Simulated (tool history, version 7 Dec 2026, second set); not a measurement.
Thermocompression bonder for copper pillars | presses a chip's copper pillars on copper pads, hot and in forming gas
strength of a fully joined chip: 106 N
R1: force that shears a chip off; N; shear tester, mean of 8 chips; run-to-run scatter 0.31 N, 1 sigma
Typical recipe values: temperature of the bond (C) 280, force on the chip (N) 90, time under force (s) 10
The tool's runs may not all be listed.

Run 1, hour 0.0: usual settings. Result: R1 41.5 N.
Run 2, hour 35.4: usual settings but force on the chip (N) 85. Result: R1 40.7 N.
Run 3, hour 74.5: usual settings but time under force (s) 6. Result: R1 34.3 N.
Run 4, hour 118.6: usual settings but time under force (s) 6. Result: R1 34.1 N.
Run 5, hour 158.4: usual settings but time under force (s) 6. Result: R1 33.9 N.
Run 6, hour 182.2: usual settings but time under force (s) 6. Result: R1 34.1 N.
Run 7, hour 214.7: usual settings but time under force (s) 6. Result: R1 34.1 N.
Run 8, hour 242.6: usual settings but time under force (s) 6. Result: R1 34.5 N.
Run 9, hour 271.5: usual settings but time under force (s) 6. Result: R1 34.5 N.
Run 10, hour 291.9: usual settings but time under force (s) 6. Result: R1 34.1 N.
Run 11, hour 326.2: usual settings but time under force (s) 6. Result: R1 34.3 N.
Run 12, hour 362.0: usual settings but time under force (s) 6. Result: R1 34.1 N.
Run 13, hour 404.2: usual settings but time under force (s) 6. Result: R1 34.3 N.
Run 14, hour 452.6: usual settings but time under force (s) 6. Result: R1 33.5 N.
At hour 458.3: forming gas filter changed.
Run 15, hour 476.7: usual settings. Result: R1 44.6 N.
Run 16, hour 497.7: usual settings. Result: R1 44.5 N.
Run 17, hour 533.0: usual settings but temperature of the bond (C) 277. Result: R1 43.5 N.
Run 18, hour 562.5: usual settings but temperature of the bond (C) 277. Result: R1 43.9 N.
Run 19, hour 610.1: usual settings but force on the chip (N) 123. Result: R1 53.9 N.
Run 20, hour 644.4: usual settings but force on the chip (N) 123. Result: R1 53.0 N.
At hour 648.5: heater calibrated with a thermocouple chip.
Run 21, hour 689.8: usual settings but force on the chip (N) 123. Result: R1 54.8 N.
Run 22, hour 720.2: usual settings but force on the chip (N) 123. Result: R1 54.9 N.
Run 23, hour 744.6: usual settings but temperature of the bond (C) 302, force on the chip (N) 93. Result: R1 55.9 N.
Run 24, hour 776.0: usual settings but force on the chip (N) 55. Result: R1 33.0 N.
Run 25, hour 797.7: usual settings but temperature of the bond (C) 255, force on the chip (N) 71, time under force (s) 14. Result: R1 34.2 N.
At hour 822.0: heater calibrated with a thermocouple chip, once more.
Run 26, hour 828.7: usual settings but temperature of the bond (C) 308, force on the chip (N) 59. Result: R1 41.7 N.
Run 27, hour 856.2: usual settings but temperature of the bond (C) 308, force on the chip (N) 59. Result: R1 41.3 N.
Run 28, hour 901.8: usual settings but temperature of the bond (C) 308, force on the chip (N) 59. Result: R1 41.8 N.
Run 29, hour 936.2: usual settings but temperature of the bond (C) 308, force on the chip (N) 59. Result: R1 41.6 N.
Run 30, hour 965.0: usual settings but temperature of the bond (C) 308, force on the chip (N) 59. Result: R1 41.5 N.
Run 31, hour 996.7: usual settings but temperature of the bond (C) 308, force on the chip (N) 59. Result: R1 41.4 N.
Run 32, hour 1017.9: usual settings but temperature of the bond (C) 308, force on the chip (N) 59. Result: R1 41.4 N.
Run 33, hour 1047.6: usual settings but temperature of the bond (C) 308, force on the chip (N) 59. Result: R1 41.2 N.
Run 34, hour 1069.2: usual settings but temperature of the bond (C) 308, force on the chip (N) 59. Result: R1 41.2 N.
Run 35, hour 1095.6: usual settings but temperature of the bond (C) 308, force on the chip (N) 59. Result: R1 41.6 N.
Run 36, hour 1137.1: usual settings but temperature of the bond (C) 254, force on the chip (N) 56, time under force (s) 23. Result: R1 31.8 N.
Run 37, hour 1167.9: usual settings but temperature of the bond (C) 254, force on the chip (N) 56, time under force (s) 23. Result: R1 31.2 N.
Run 38, hour 1194.2: usual settings but temperature of the bond (C) 293, force on the chip (N) 116, time under force (s) 8. Result: R1 50.3 N.
Run 39, hour 1214.4: usual settings but temperature of the bond (C) 297, force on the chip (N) 83, time under force (s) 30. Result: R1 66.1 N.

Hidden state or all else? Some run-to-run changes of R1, split into what the settings, what came in and random variation would give without the hidden state, and what is left for the hidden state (with any gauge scatter that isn't in both results):
Hidden state at play: true temperature of the bond over the reading, C; force that reaches the chip, % of what is set; oxide that the forming gas leaves, % of the face; drift of the gauge itself on shear_n, %.
Run 14 -> 15: time under force (s) 6 -> 10, forming gas filter changed. R1 +11.1 N: hidden state +2.7, all else +8.4.
Run 20 -> 21: heater calibrated with a thermocouple chip. R1 +1.8 N: hidden state +1.5, all else +0.3.
Run 23 -> 24: temperature of the bond (C) 302 -> 280, force on the chip (N) 93 -> 55. R1 -22.9 N: hidden state -0.8, all else -22.1.
Run 25 -> 26: temperature of the bond (C) 255 -> 308, force on the chip (N) 71 -> 59, time under force (s) 14 -> 10, heater calibrated with a thermocouple chip, once more. R1 +7.5 N: hidden state -3.4, all else +10.9.
Run 37 -> 38: temperature of the bond (C) 254 -> 293, force on the chip (N) 56 -> 116, time under force (s) 23 -> 8. R1 +19.1 N: hidden state -0.6, all else +19.7.
Run 38 -> 39: temperature of the bond (C) 293 -> 297, force on the chip (N) 116 -> 83, time under force (s) 8 -> 30. R1 +15.8 N: hidden state -0.6, all else +16.4.
